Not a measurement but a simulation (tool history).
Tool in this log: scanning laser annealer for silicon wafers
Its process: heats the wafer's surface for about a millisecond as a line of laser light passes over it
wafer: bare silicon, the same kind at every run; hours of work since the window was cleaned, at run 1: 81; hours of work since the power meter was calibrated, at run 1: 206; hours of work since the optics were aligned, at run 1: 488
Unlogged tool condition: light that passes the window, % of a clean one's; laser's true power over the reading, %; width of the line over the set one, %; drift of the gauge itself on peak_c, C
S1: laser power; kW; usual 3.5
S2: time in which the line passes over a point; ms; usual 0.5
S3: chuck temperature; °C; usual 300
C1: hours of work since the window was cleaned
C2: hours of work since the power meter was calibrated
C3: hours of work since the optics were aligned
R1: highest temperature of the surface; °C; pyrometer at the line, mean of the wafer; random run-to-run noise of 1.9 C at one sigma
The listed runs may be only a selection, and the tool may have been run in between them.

| run | hour | S1 | S2 | S3 | C1 | C2 | C3 | R1 |
|---|---|---|---|---|---|---|---|---|
| 1 | 0 | 3.5 | 0.5 | 300 | 81 | 206 | 488 | 1094 |
| 2 | 13.6 | 3.5 | 0.5 | 300 | 88 | 212 | 495 | 1096 |
| 3 | 42.9 | 3.5 | 0.5 | 300 | 102 | 227 | 509 | 1096 |
| 4 | 72.3 | 3.5 | 0.484 | 300 | 116 | 241 | 524 | 1084 |
| 5 | 91.5 | 3.5 | 0.613 | 300 | 126 | 251 | 533 | 1172 |
| 6 | 115.5 | 3.5 | 0.613 | 300 | 138 | 262 | 545 | 1174 |
| 7 | 143.1 | 3.5 | 0.613 | 300 | 151 | 276 | 559 | 1168 |
| 8 | 160.4 | 3.676 | 0.5 | 300 | 160 | 284 | 567 | 1147 |
| 9 | 175.2 | 3.676 | 0.5 | 300 | 167 | 292 | 574 | 1150 |
| 10 | 188 | 3.676 | 0.5 | 300 | 173 | 298 | 581 | 1149 |
| 11 | 209.1 | 3.5 | 0.5 | 300 | 183 | 308 | 591 | 1096 |
| 12 | 229.6 | 3.5 | 0.5 | 300 | 193 | 318 | 601 | 1097 |
| 13 | 244.1 | 3.5 | 0.613 | 300 | 201 | 325 | 608 | 1168 |
| 14 | 265.6 | 3.5 | 0.556 | 284 | 211 | 336 | 619 | 1118 |
| 15 | 290.5 | 3.5 | 0.556 | 284 | 223 | 348 | 631 | 1113 |
| 16 | 307.2 | 3.116 | 0.557 | 318 | 232 | 356 | 639 | 1037 |
| 17 | 327.8 | 3.116 | 0.487 | 327 | 242 | 366 | 649 | 1003 |
| 18 | 352.5 | 3.492 | 0.361 | 312 | 254 | 379 | 661 | 1001 |
| 19 | 372.2 | 3.221 | 0.5 | 300 | 263 | 388 | 671 | 1013 |
| 20 | 396.7 | 3.485 | 0.492 | 331 | 275 | 400 | 683 | 1116 |
| 21 | 409.8 | 3.485 | 0.433 | 279 | 282 | 407 | 689 | 1024 |
| 22 | 438 | 3.573 | 0.5 | 306 | 296 | 420 | 703 | 1123 |

Predict each of these 5 candidate next runs independently; none follows another, all start after run 22:
|  | 451.2 | window over the wafer cleaned |
| A | 455.3 | 3.573 | 0.5 | 323 | 2 | 428 | 711 | ? |
|  | 451.2 | window over the wafer cleaned |
| B | 455.3 | 3.5 | 0.519 | 300 | 2 | 428 | 711 | ? |
|  | 451.2 | window over the wafer cleaned |
| C | 455.3 | 3.73 | 0.5 | 317 | 2 | 428 | 711 | ? |
|  | 451.2 | window over the wafer cleaned |
| D | 455.3 | 3.5 | 0.559 | 336 | 2 | 428 | 711 | ? |
|  | 451.2 | window over the wafer cleaned |
| E | 455.3 | 3.19 | 0.5 | 315 | 2 | 428 | 711 | ? |

| run | R1 |
|---|---|
| A | 1143 |
| B | 1113 |
| C | 1182 |
| D | 1168 |
| E | 1021 |
Take away the tool's hidden state, keep each run's random variation, and the runs would have read:
| run | R1 |
|---|---|
| A | 1144 |
| B | 1113 |
| C | 1182 |
| D | 1168 |
| E | 1022 |
